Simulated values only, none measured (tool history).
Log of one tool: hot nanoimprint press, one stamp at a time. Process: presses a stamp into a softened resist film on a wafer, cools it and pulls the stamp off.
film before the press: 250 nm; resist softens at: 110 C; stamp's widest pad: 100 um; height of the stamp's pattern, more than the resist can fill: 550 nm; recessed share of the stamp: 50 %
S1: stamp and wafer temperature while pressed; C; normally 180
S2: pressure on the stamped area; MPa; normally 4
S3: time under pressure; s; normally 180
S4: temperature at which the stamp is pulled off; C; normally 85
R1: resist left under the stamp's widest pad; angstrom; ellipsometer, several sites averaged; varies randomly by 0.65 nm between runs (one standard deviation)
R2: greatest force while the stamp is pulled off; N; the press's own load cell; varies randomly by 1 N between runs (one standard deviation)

run 1 day=0 | S1=180 S2=4 S3=180 S4=85 | R1=1255 R2=100
-- day=0.667 plate thermocouple calibrated
run 2 day=0.667 | S1=180 S2=4 S3=180 S4=89 | R1=1328 R2=94
run 3 day=1.254 | S1=180 S2=4 S3=180 S4=89 | R1=1329 R2=94
run 4 day=2 | S1=180 S2=4 S3=180 S4=89 | R1=1322 R2=95
run 5 day=2.854 | S1=180 S2=4 S3=180 S4=89 | R1=1314 R2=95
run 6 day=3.442 | S1=180 S2=4 S3=180 S4=89 | R1=1318 R2=94
run 7 day=4.029 | S1=187 S2=4 S3=180 S4=85 | R1=1011 R2=104
run 8 day=4.567 | S1=187 S2=4 S3=180 S4=85 | R1=1007 R2=104

For run 9, what comes out?
run 9 day=5.108 | S1=178 S2=4 S3=180 S4=88 | R1=? R2=?

Run 9 measured R1 1414 angstrom, R2 99 N.
Had the tool carried no hidden state, the very same run would have given R1 1423 angstrom, R2 96 N.
